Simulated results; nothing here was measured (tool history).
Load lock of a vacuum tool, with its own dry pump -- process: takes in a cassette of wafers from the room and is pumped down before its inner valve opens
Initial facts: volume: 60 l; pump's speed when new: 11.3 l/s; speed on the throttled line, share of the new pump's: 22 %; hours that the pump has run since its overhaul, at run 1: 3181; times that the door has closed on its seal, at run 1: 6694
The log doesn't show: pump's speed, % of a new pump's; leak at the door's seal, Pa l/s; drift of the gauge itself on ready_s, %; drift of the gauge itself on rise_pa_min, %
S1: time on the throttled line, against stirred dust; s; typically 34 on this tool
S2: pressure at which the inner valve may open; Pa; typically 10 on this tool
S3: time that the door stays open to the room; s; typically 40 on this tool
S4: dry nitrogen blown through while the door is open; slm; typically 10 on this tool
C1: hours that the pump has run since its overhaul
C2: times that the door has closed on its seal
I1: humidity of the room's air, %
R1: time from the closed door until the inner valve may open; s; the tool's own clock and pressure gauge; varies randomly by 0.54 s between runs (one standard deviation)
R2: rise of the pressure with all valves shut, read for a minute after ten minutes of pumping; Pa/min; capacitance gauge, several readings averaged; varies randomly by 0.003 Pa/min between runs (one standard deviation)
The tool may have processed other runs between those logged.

{"run": 1, "hour": 0.0, "S1": 34, "S2": 10, "S3": 40, "S4": 10, "C1": 3181, "C2": 6694, "I1": 47.9, "R1": 76.4, "R2": 0.03}
{"run": 2, "hour": 174.8, "S1": 34, "S2": 10, "S3": 40, "S4": 10, "C1": 3355, "C2": 7241, "I1": 47.7, "R1": 76.9, "R2": 0.03}
{"run": 3, "hour": 339.6, "S1": 34, "S2": 10, "S3": 40, "S4": 10, "C1": 3520, "C2": 7756, "I1": 41.6, "R1": 77.4, "R2": 0.032}
{"run": 4, "hour": 598.2, "S1": 34, "S2": 10, "S3": 40, "S4": 10, "C1": 3779, "C2": 8565, "I1": 43.4, "R1": 76.6, "R2": 0.037}
{"run": 5, "hour": 728.4, "S1": 34, "S2": 10, "S3": 40, "S4": 10, "C1": 3909, "C2": 8972, "I1": 46.1, "R1": 77.3, "R2": 0.032}
{"run": 6, "hour": 975.2, "S1": 34, "S2": 10, "S3": 43, "S4": 10, "C1": 4156, "C2": 9745, "I1": 41.5, "R1": 76.9, "R2": 0.036}
{"run": 7, "hour": 1178.0, "S1": 34, "S2": 10, "S3": 43, "S4": 10, "C1": 4359, "C2": 10379, "I1": 45.7, "R1": 77.2, "R2": 0.042}
{"run": 8, "hour": 1288.5, "S1": 34, "S2": 10, "S3": 43, "S4": 10, "C1": 4469, "C2": 10725, "I1": 44.8, "R1": 78.3, "R2": 0.041}
{"run": 9, "hour": 1501.8, "S1": 34, "S2": 10, "S3": 40, "S4": 10, "C1": 4683, "C2": 11392, "I1": 48.1, "R1": 78.3, "R2": 0.04}
{"run": 10, "hour": 1749.3, "S1": 34, "S2": 10, "S3": 40, "S4": 10, "C1": 4930, "C2": 12166, "I1": 45.1, "R1": 78, "R2": 0.048}
{"run": 11, "hour": 1876.6, "S1": 34, "S2": 10, "S3": 40, "S4": 10, "C1": 5057, "C2": 12565, "I1": 42, "R1": 78.4, "R2": 0.046}
{"run": 12, "hour": 2002.4, "S1": 34, "S2": 10, "S3": 31, "S4": 10, "C1": 5183, "C2": 12958, "I1": 43.8, "R1": 78.9, "R2": 0.046}
{"run": 13, "hour": 2218.5, "S1": 34, "S2": 10, "S3": 31, "S4": 10, "C1": 5399, "C2": 13634, "I1": 44.4, "R1": 78.2, "R2": 0.051}
{"run": 14, "hour": 2444.9, "S1": 34, "S2": 10, "S3": 31, "S4": 10, "C1": 5626, "C2": 14342, "I1": 46.3, "R1": 78.8, "R2": 0.052}
{"run": 15, "hour": 2673.3, "S1": 28, "S2": 10, "S3": 40, "S4": 10, "C1": 5854, "C2": 15057, "I1": 43.2, "R1": 74.8, "R2": 0.06}

Predict the results of run 16:
{"run": 16, "hour": 2879.8, "S1": 19, "S2": 14, "S3": 70, "S4": 10, "C1": 6061, "C2": 15703, "I1": 44.1, "R1": "?", "R2": "?"}

{"run 16": {"R1": 66, "R2": 0.064}}
Had the tool carried no hidden state, the very same run would have given R1 62.7 s, R2 0.018 Pa/min.
